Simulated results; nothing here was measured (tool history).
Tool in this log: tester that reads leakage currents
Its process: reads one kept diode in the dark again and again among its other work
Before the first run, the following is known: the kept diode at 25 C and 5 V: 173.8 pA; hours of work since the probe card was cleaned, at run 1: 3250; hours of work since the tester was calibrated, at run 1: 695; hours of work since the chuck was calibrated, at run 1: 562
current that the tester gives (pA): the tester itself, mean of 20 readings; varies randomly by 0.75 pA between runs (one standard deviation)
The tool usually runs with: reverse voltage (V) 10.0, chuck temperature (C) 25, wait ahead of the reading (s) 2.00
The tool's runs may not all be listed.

| run | day | reverse voltage (V) | chuck temperature (C) | wait ahead of the reading (s) | hours of work since the probe card was cleaned | hours of work since the tester was calibrated | hours of work since the chuck was calibrated | current that the tester gives (pA) |
|---|---|---|---|---|---|---|---|---|
| 1 | 0.000 | 10.0 | 25 | 2.00 | 3250 | 695 | 562 | 231.79 |
| 2 | 2.375 | 3.9 | 25 | 2.00 | 3282 | 727 | 594 | 140.76 |
| 3 | 3.696 | 3.9 | 25 | 2.00 | 3300 | 745 | 612 | 140.25 |
| 4 | 5.912 | 10.0 | 25 | 9.38 | 3329 | 774 | 641 | 226.92 |
| 5 | 8.346 | 10.0 | 25 | 9.38 | 3362 | 807 | 674 | 224.47 |
| 6 | 9.642 | 18.9 | 25 | 2.00 | 3379 | 824 | 692 | 313.78 |
| 7 | 11.646 | 18.9 | 25 | 2.00 | 3406 | 851 | 718 | 316.35 |
| 8 | 13.258 | 18.9 | 25 | 7.81 | 3428 | 873 | 740 | 313.19 |
|  | 14.275 | probe card cleaned and baked |
| 9 | 15.004 | 10.0 | 25 | 2.00 | 10 | 895 | 762 | 218.58 |
| 10 | 17.038 | 10.0 | 46 | 2.00 | 37 | 922 | 789 | 1414.87 |
| 11 | 18.175 | 10.0 | 23 | 2.00 | 52 | 937 | 804 | 179.88 |
| 12 | 20.558 | 10.0 | 25 | 2.00 | 84 | 969 | 836 | 217.28 |
| 13 | 22.050 | 10.0 | 25 | 2.00 | 104 | 989 | 856 | 216.54 |
| 14 | 24.442 | 10.0 | 25 | 2.00 | 136 | 1021 | 889 | 215.13 |
| 15 | 26.038 | 8.3 | 25 | 2.00 | 158 | 1043 | 910 | 195.69 |
| 16 | 28.438 | 2.7 | 25 | 2.00 | 190 | 1075 | 942 | 109.48 |
| 17 | 29.954 | 2.7 | 25 | 2.00 | 211 | 1095 | 963 | 109.24 |
| 18 | 31.279 | 2.7 | 25 | 2.00 | 228 | 1113 | 980 | 108.33 |
| 19 | 33.729 | 2.7 | 25 | 2.00 | 261 | 1146 | 1013 | 107.89 |
| 20 | 34.954 | 1.3 | 25 | 2.00 | 278 | 1162 | 1030 | 74.61 |
| 21 | 36.871 | 8.4 | 23 | 0.53 | 303 | 1188 | 1055 | 161.66 |
| 22 | 38.738 | 1.3 | 49 | 0.72 | 328 | 1213 | 1080 | 613.53 |
| 23 | 40.942 | 13.0 | 25 | 9.87 | 358 | 1243 | 1110 | 237.36 |
| 24 | 42.638 | 10.0 | 42 | 4.84 | 381 | 1266 | 1133 | 959.93 |
| 25 | 44.329 | 16.7 | 41 | 0.34 | 403 | 1288 | 1155 | 1156.93 |
| 26 | 45.775 | 16.7 | 30 | 0.31 | 423 | 1308 | 1175 | 446.45 |
|  | 47.325 | chuck's temperature calibrated |
| 27 | 47.988 | 16.7 | 30 | 0.31 | 451 | 1336 | 9 | 531.71 |
| 28 | 49.575 | 8.3 | 45 | 1.26 | 473 | 1358 | 30 | 1327.73 |
| 29 | 51.579 | 2.8 | 28 | 7.03 | 500 | 1385 | 57 | 170.77 |
| 30 | 52.808 | 10.0 | 52 | 0.52 | 516 | 1401 | 74 | 2560.09 |
| 31 | 53.812 | 2.9 | 52 | 3.87 | 530 | 1415 | 87 | 1353.09 |
| 32 | 54.833 | 3.2 | 52 | 0.93 | 543 | 1428 | 101 | 1419.29 |
| 33 | 55.821 | 2.6 | 52 | 0.93 | 557 | 1441 | 114 | 1277.59 |
| 34 | 57.512 | 7.2 | 23 | 0.34 | 579 | 1464 | 137 | 178.36 |
| 35 | 59.554 | 7.2 | 23 | 0.34 | 607 | 1492 | 164 | 176.66 |
| 36 | 61.317 | 11.7 | 45 | 0.36 | 630 | 1515 | 188 | 1547.96 |
| 37 | 62.538 | 10.0 | 25 | 9.41 | 647 | 1532 | 204 | 239.85 |
| 38 | 63.888 | 15.6 | 25 | 9.41 | 665 | 1550 | 222 | 304.80 |
| 39 | 65.854 | 6.6 | 25 | 9.41 | 691 | 1576 | 249 | 194.39 |

Entry by entry between the runs, the difference in hidden state between the last listed run before and the first listed run after:
After run 8, before run 9: probe card cleaned and baked (day 14.275)
  stray current of the dirty probe card, pA a volt: 0.528 -> 0.03; true chuck temperature over the reading, C: -1.33 -> -1.36
  the result without the hidden state subtracted from the measured one, current that the tester gives (pA): -30.87 -> -29.68
After run 26, before run 27: chuck's temperature calibrated (day 47.325)
  stray current of the dirty probe card, pA a volt: 0.089 -> 0.093; current scale over the true one, %: 0.12 -> 0.13; true chuck temperature over the reading, C: -2.04 -> -0.01
  the result without the hidden state subtracted from the measured one, current that the tester gives (pA): -86.55 -> +1.23
